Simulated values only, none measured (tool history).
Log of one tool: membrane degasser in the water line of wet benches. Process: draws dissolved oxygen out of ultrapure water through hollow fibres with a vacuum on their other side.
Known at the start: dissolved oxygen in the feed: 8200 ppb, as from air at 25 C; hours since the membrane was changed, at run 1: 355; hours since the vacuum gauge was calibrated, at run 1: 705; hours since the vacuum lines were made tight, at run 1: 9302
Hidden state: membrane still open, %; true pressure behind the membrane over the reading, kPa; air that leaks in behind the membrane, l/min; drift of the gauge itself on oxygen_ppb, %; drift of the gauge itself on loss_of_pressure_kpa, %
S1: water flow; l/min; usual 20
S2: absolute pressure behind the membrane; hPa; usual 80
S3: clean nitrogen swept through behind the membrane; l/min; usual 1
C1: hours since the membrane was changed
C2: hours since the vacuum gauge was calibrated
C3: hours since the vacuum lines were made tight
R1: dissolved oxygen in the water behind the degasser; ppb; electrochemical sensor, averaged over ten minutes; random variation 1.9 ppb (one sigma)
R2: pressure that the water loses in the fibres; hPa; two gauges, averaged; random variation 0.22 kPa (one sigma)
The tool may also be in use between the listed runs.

| run | hour | S1 | S2 | S3 | C1 | C2 | C3 | R1 | R2 |
|---|---|---|---|---|---|---|---|---|---|
| 1 | 0 | 20 | 80 | 1 | 355 | 705 | 9302 | 221.9 | 542.4 |
| 2 | 73.2 | 20 | 80 | 1 | 428 | 778 | 9375 | 220.9 | 539.2 |
| 3 | 127.7 | 20 | 80 | 1 | 483 | 832 | 9429 | 223.5 | 542.5 |
| 4 | 204.8 | 20 | 80 | 1 | 560 | 909 | 9506 | 218.7 | 544.5 |
| 5 | 277 | 20 | 80 | 1 | 632 | 981 | 9579 | 223.4 | 541.3 |
| 6 | 325.8 | 20 | 127.6 | 1 | 681 | 1030 | 9627 | 415.4 | 540.4 |
| 7 | 388.5 | 20 | 111.3 | 1 | 744 | 1093 | 9690 | 355 | 541.9 |
| 8 | 455.6 | 20 | 111.3 | 1 | 811 | 1160 | 9757 | 355.8 | 538.7 |
| 9 | 526.3 | 20 | 111.3 | 1 | 882 | 1231 | 9828 | 356 | 541.7 |
| 10 | 565.2 | 20 | 111.3 | 1 | 920 | 1270 | 9867 | 354.9 | 541.9 |
| 11 | 601.2 | 20 | 80 | 1 | 957 | 1306 | 9903 | 224.4 | 546.6 |
| 12 | 686.2 | 20 | 80 | 1 | 1041 | 1391 | 9988 | 225.9 | 543.5 |
| 13 | 763.3 | 20 | 80 | 1 | 1119 | 1468 | 10065 | 220.9 | 542.2 |
| 14 | 835.7 | 20 | 191.6 | 1 | 1191 | 1540 | 10137 | 679.4 | 540.1 |
| 15 | 899.5 | 20 | 80 | 1 | 1255 | 1604 | 10201 | 223.3 | 542.3 |
| 16 | 974.5 | 20 | 80 | 0.6 | 1330 | 1679 | 10276 | 334.6 | 544.3 |
| 17 | 1049.1 | 19 | 98.9 | 2.48 | 1404 | 1754 | 10351 | 131.8 | 512.5 |
| 18 | 1124.6 | 19 | 98.9 | 2.48 | 1480 | 1829 | 10426 | 133.7 | 517 |
| 19 | 1193.6 | 15 | 141.9 | 0.49 | 1549 | 1898 | 10495 | 679.6 | 405.7 |
| 20 | 1263.2 | 30 | 198.7 | 0.55 | 1618 | 1968 | 10565 | 1479.5 | 816.1 |
| 21 | 1336.6 | 12 | 120.9 | 1.21 | 1692 | 2041 | 10638 | 212.2 | 328 |
| 22 | 1394.9 | 20 | 80 | 0.65 | 1750 | 2099 | 10697 | 319 | 546 |
| 23 | 1463.3 | 16 | 80 | 0.73 | 1819 | 2168 | 10765 | 237.8 | 436.9 |
| 24 | 1543.8 | 14 | 184.7 | 1.22 | 1899 | 2248 | 10845 | 411.5 | 380.1 |
| 25 | 1601.2 | 14 | 184.7 | 1.22 | 1956 | 2306 | 10903 | 409.8 | 386.1 |
| 26 | 1665.1 | 27 | 61.5 | 2.61 | 2020 | 2370 | 10967 | 92.2 | 738.1 |
| 27 | 1713.7 | 19 | 114.2 | 1.61 | 2069 | 2418 | 11015 | 234.8 | 518.1 |
| 28 | 1772.4 | 17 | 52.7 | 1 | 2128 | 2477 | 11074 | 91.2 | 461.7 |
| 29 | 1841 | 17 | 52.7 | 1 | 2196 | 2546 | 11143 | 90.1 | 463.8 |
| 30 | 1918.1 | 20 | 177.5 | 1 | 2273 | 2623 | 11220 | 632.5 | 545.2 |
| 31 | 1971.2 | 20 | 177.5 | 1 | 2326 | 2676 | 11273 | 620.8 | 545.7 |

5 ways to go on from here, each from the tool as it stands after run 31. What would each give?
| A | 2012.9 | 25 | 102 | 0.5 | 2368 | 2717 | 11315 | ? | ? |
| B | 2012.9 | 20 | 177.5 | 0.67 | 2368 | 2717 | 11315 | ? | ? |
| C | 2012.9 | 20 | 80 | 1.85 | 2368 | 2717 | 11315 | ? | ? |
| D | 2012.9 | 29 | 163.1 | 2.07 | 2368 | 2717 | 11315 | ? | ? |
| E | 2012.9 | 20 | 80 | 1 | 2368 | 2717 | 11315 | ? | ? |

| run | R1 | R2 |
|---|---|---|
| A | 655.9 | 678.7 |
| B | 856.2 | 548.1 |
| C | 132.4 | 550 |
| D | 430.9 | 790.3 |
| E | 227.1 | 545.9 |
Without the tool's hidden state the same runs would have given:
| run | R1 | R2 |
|---|---|---|
| A | 645 | 670.2 |
| B | 841.4 | 541.2 |
| C | 126.2 | 543.1 |
| D | 420.7 | 780.4 |
| E | 217.9 | 539.1 |
